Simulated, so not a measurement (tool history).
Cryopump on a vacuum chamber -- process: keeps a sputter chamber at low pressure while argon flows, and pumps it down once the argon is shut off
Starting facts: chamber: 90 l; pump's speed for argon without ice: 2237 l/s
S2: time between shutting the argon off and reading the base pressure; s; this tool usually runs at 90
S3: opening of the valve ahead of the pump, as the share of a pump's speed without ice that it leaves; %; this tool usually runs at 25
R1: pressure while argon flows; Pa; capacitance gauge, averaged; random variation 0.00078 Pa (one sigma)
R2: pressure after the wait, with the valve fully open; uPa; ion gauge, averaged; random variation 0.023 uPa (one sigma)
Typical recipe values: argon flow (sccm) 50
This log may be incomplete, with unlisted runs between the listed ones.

run 1 hour=0 | argon_flow_(sccm)=50 S2=90 S3=25 | R1=0.1584 R2=1.13
run 2 hour=116.4 | argon_flow_(sccm)=50 S2=90 S3=25 | R1=0.1597 R2=1.14
run 3 hour=190.6 | argon_flow_(sccm)=50 S2=90 S3=25 | R1=0.1582 R2=1.15
run 4 hour=296.5 | argon_flow_(sccm)=50 S2=90 S3=25 | R1=0.1588 R2=1.21
-- hour=401.4 pump warmed up, emptied and cooled again
run 5 hour=405.5 | argon_flow_(sccm)=50 S2=90 S3=25 | R1=0.1517 R2=1.15
run 6 hour=472.9 | argon_flow_(sccm)=50 S2=90 S3=25 | R1=0.1534 R2=1.17
run 7 hour=532.3 | argon_flow_(sccm)=50 S2=90 S3=25 | R1=0.1527 R2=1.15
run 8 hour=606.8 | argon_flow_(sccm)=50 S2=90 S3=25 | R1=0.1531 R2=1.18
run 9 hour=707.7 | argon_flow_(sccm)=50 S2=90 S3=25 | R1=0.1546 R2=1.23
run 10 hour=820.3 | argon_flow_(sccm)=50 S2=139 S3=25 | R1=0.1538 R2=1.03
run 11 hour=895 | argon_flow_(sccm)=50 S2=139 S3=25 | R1=0.1552 R2=1.07
run 12 hour=963.6 | argon_flow_(sccm)=50 S2=246 S3=18 | R1=0.214 R2=0.87
run 13 hour=1020 | argon_flow_(sccm)=50 S2=141 S3=50 | R1=0.0817 R2=1.06
run 14 hour=1072.2 | argon_flow_(sccm)=50 S2=141 S3=50 | R1=0.0822 R2=1.12
run 15 hour=1188.4 | argon_flow_(sccm)=98 S2=100 S3=18 | R1=0.4285 R2=1.26
run 16 hour=1273.3 | argon_flow_(sccm)=28 S2=100 S3=17 | R1=0.1295 R2=1.35
run 17 hour=1333.2 | argon_flow_(sccm)=33 S2=90 S3=26 | R1=0.1017 R2=1.47
-- hour=1348.7 pump warmed up, emptied and cooled again
run 18 hour=1416.2 | argon_flow_(sccm)=50 S2=122 S3=18 | R1=0.2102 R2=1.18
run 19 hour=1467.5 | argon_flow_(sccm)=50 S2=236 S3=25 | R1=0.1531 R2=0.97
-- hour=1519.3 leaking fittings of the chamber tightened, without venting
run 20 hour=1535.6 | argon_flow_(sccm)=25 S2=236 S3=44 | R1=0.045 R2=0.37
run 21 hour=1651.3 | argon_flow_(sccm)=46 S2=47 S3=50 | R1=0.0735 R2=1.47

Alternative continuations, all from the tool just after run 21; predict every row:
run A hour=1706.9 | argon_flow_(sccm)=94 S2=50 S3=49 | R1=? R2=?
run B hour=1706.9 | argon_flow_(sccm)=50 S2=83 S3=37 | R1=? R2=?
run C hour=1706.9 | argon_flow_(sccm)=98 S2=47 S3=30 | R1=? R2=?
run D hour=1706.9 | argon_flow_(sccm)=46 S2=47 S3=46 | R1=? R2=?
run E hour=1706.9 | argon_flow_(sccm)=30 S2=47 S3=50 | R1=? R2=?

run=A R1=0.1524 R2=1.33
run=B R1=0.1065 R2=0.88
run=C R1=0.255 R2=1.4
run=D R1=0.081 R2=1.43
run=E R1=0.0472 R2=1.38
With the hidden condition removed and each run's random variation left untouched, the same runs would have given:
run=A R1=0.1445 R2=1.27
run=B R1=0.1022 R2=0.81
run=C R1=0.2467 R2=1.33
run=D R1=0.077 R2=1.37
run=E R1=0.0447 R2=1.32

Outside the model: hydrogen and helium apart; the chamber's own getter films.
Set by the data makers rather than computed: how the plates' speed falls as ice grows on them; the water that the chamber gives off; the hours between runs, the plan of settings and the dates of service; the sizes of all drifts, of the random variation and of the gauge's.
